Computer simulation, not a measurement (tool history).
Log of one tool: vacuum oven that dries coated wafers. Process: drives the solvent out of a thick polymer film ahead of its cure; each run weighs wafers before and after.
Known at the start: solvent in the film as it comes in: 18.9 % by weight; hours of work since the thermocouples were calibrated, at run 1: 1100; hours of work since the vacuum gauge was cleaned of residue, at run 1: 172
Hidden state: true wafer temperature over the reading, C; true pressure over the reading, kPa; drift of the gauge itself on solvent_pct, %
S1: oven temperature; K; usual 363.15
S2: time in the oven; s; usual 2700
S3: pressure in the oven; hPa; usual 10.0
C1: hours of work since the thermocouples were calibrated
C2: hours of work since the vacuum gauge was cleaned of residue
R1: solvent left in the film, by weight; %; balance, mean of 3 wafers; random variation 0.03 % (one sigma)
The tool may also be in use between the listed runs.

{"run": 1, "hour": 0.0, "S1": 363.15, "S2": 2700, "S3": 10.0, "C1": 1100, "C2": 172, "R1": 5.12}
{"run": 2, "hour": 6.3, "S1": 363.15, "S2": 1680, "S3": 10.0, "C1": 1103, "C2": 176, "R1": 7.59}
{"run": 3, "hour": 12.7, "S1": 363.15, "S2": 1680, "S3": 38.4, "C1": 1107, "C2": 180, "R1": 10.29}
{"run": 4, "hour": 27.4, "S1": 363.15, "S2": 1680, "S3": 38.4, "C1": 1116, "C2": 188, "R1": 10.42}
{"run": 5, "hour": 34.2, "S1": 374.15, "S2": 2700, "S3": 10.0, "C1": 1119, "C2": 192, "R1": 2.92}
{"run": 6, "hour": 44.9, "S1": 374.15, "S2": 2700, "S3": 10.0, "C1": 1126, "C2": 198, "R1": 2.97}
{"run": 7, "hour": 58.2, "S1": 363.15, "S2": 2700, "S3": 10.0, "C1": 1133, "C2": 206, "R1": 5.17}
{"run": 8, "hour": 73.6, "S1": 363.15, "S2": 2700, "S3": 10.0, "C1": 1142, "C2": 215, "R1": 5.21}
{"run": 9, "hour": 82.7, "S1": 363.15, "S2": 2700, "S3": 10.0, "C1": 1147, "C2": 220, "R1": 5.16}
{"run": 10, "hour": 91.6, "S1": 363.15, "S2": 2700, "S3": 10.0, "C1": 1153, "C2": 225, "R1": 5.2}
{"run": 11, "hour": 104.7, "S1": 363.15, "S2": 2700, "S3": 10.0, "C1": 1160, "C2": 233, "R1": 5.17}
{"run": 12, "hour": 111.3, "S1": 363.15, "S2": 2700, "S3": 10.0, "C1": 1164, "C2": 236, "R1": 5.2}
{"run": 13, "hour": 120.9, "S1": 363.15, "S2": 2580, "S3": 7.3, "C1": 1169, "C2": 242, "R1": 5.09}
{"run": 14, "hour": 131.4, "S1": 363.15, "S2": 1980, "S3": 10.0, "C1": 1175, "C2": 248, "R1": 6.81}
{"run": 15, "hour": 140.9, "S1": 362.15, "S2": 3600, "S3": 26.9, "C1": 1181, "C2": 253, "R1": 6.4}
{"run": 16, "hour": 147.6, "S1": 368.15, "S2": 3780, "S3": 38.2, "C1": 1185, "C2": 257, "R1": 5.98}
{"run": 17, "hour": 157.1, "S1": 350.15, "S2": 1920, "S3": 33.7, "C1": 1190, "C2": 263, "R1": 13.24}
{"run": 18, "hour": 168.1, "S1": 350.15, "S2": 1920, "S3": 33.7, "C1": 1197, "C2": 269, "R1": 13.29}
{"run": 19, "hour": 180.8, "S1": 359.15, "S2": 3780, "S3": 33.7, "C1": 1204, "C2": 276, "R1": 8.01}
{"run": 20, "hour": 195.9, "S1": 369.15, "S2": 3780, "S3": 33.7, "C1": 1213, "C2": 285, "R1": 5.21}
{"run": 21, "hour": 205.1, "S1": 369.15, "S2": 3780, "S3": 33.7, "C1": 1218, "C2": 290, "R1": 5.26}
{"run": 22, "hour": 213.3, "S1": 349.15, "S2": 2700, "S3": 17.1, "C1": 1223, "C2": 295, "R1": 10.01}
{"run": 23, "hour": 227.6, "S1": 358.15, "S2": 2700, "S3": 22.1, "C1": 1231, "C2": 303, "R1": 8.07}

5 ways to go on from here, each from the tool as it stands after run 23. What would each give?
{"run": "A", "hour": 242.4, "S1": 363.15, "S2": 4200, "S3": 27.3, "C1": 1239, "C2": 312, "R1": "?"}
{"run": "B", "hour": 242.4, "S1": 348.15, "S2": 2700, "S3": 13.5, "C1": 1239, "C2": 312, "R1": "?"}
{"run": "C", "hour": 242.4, "S1": 363.15, "S2": 1980, "S3": 9.7, "C1": 1239, "C2": 312, "R1": "?"}
{"run": "D", "hour": 242.4, "S1": 358.15, "S2": 2280, "S3": 22.1, "C1": 1239, "C2": 312, "R1": "?"}
{"run": "E", "hour": 242.4, "S1": 356.15, "S2": 4860, "S3": 22.1, "C1": 1239, "C2": 312, "R1": "?"}

run=A R1=5.63
run=B R1=9.57
run=C R1=6.80
run=D R1=8.77
run=E R1=6.31
Without the tool's hidden state the same runs would have given:
run=A R1=5.32
run=B R1=9.23
run=C R1=6.53
run=D R1=8.44
run=E R1=5.97

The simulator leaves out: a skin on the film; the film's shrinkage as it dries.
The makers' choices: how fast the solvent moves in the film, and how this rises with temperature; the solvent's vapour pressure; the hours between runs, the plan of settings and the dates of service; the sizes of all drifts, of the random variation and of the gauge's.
